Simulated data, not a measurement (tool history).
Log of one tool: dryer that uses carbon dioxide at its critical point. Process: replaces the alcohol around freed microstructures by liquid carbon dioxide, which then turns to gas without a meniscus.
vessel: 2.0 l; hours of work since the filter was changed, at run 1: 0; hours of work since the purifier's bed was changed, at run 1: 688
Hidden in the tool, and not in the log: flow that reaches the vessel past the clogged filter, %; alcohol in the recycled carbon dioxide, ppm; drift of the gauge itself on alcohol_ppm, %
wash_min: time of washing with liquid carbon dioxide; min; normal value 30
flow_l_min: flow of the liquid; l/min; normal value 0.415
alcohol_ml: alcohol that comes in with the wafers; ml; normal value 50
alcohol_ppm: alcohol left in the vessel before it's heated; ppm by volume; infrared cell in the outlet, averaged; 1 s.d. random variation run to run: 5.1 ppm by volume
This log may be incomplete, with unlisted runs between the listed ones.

run,hour,wash_min,flow_l_min,alcohol_ml,hours of work since the filter was changed,hours of work since the purifier's bed was changed,alcohol_ppm
1,0.0,30,0.415,50,0,688,218
2,24.0,30,0.415,50,14,703,217
3,54.6,31,0.415,50,32,721,224
4,73.7,31,0.415,50,44,732,224
5,93.0,30,0.415,50,55,744,244
6,118.6,30,0.415,50,70,759,258
7,139.4,30,0.415,50,83,771,247
8,157.0,30,0.415,50,93,782,267
9,187.6,30,0.415,50,111,800,272
10,204.7,30,0.415,50,121,810,273
11,218.9,30,0.415,50,130,818,260
12,245.9,38,0.415,50,146,834,202
13,263.8,38,0.415,50,156,845,212
14,289.9,38,0.415,50,172,860,205
15,315.2,38,0.415,50,187,875,213
16,332.9,30,0.415,50,197,886,305
17,359.1,30,0.415,50,213,901,303
18,388.7,21,0.557,34,230,919,310
19,405.9,21,0.557,34,241,929,305
20,418.6,28,0.415,50,248,937,387
21,431.8,28,0.415,50,256,944,387
22,459.5,29,0.592,50,272,961,217
# hour 465.2: purifier's bed changed
23,484.5,40,0.459,64,285,11,24
24,502.1,48,0.415,50,296,22,16
25,525.7,48,0.415,50,310,36,23
# hour 544.2: inlet filter changed
26,556.9,48,0.415,50,8,54,16
27,572.0,48,0.415,50,17,63,22
28,593.6,48,0.415,50,29,75,30
29,607.3,25,0.345,50,37,84,496
30,627.7,39,0.624,50,50,96,31

Run 31, settings as shown, results not yet in. Your forecast:
31,653.5,40,0.562,38,65,111,?

{"run 31": {"alcohol_ppm": 26}}
On a tool with no hidden condition, and with the same random variation, this run would have come out at alcohol_ppm 1 ppm by volume.
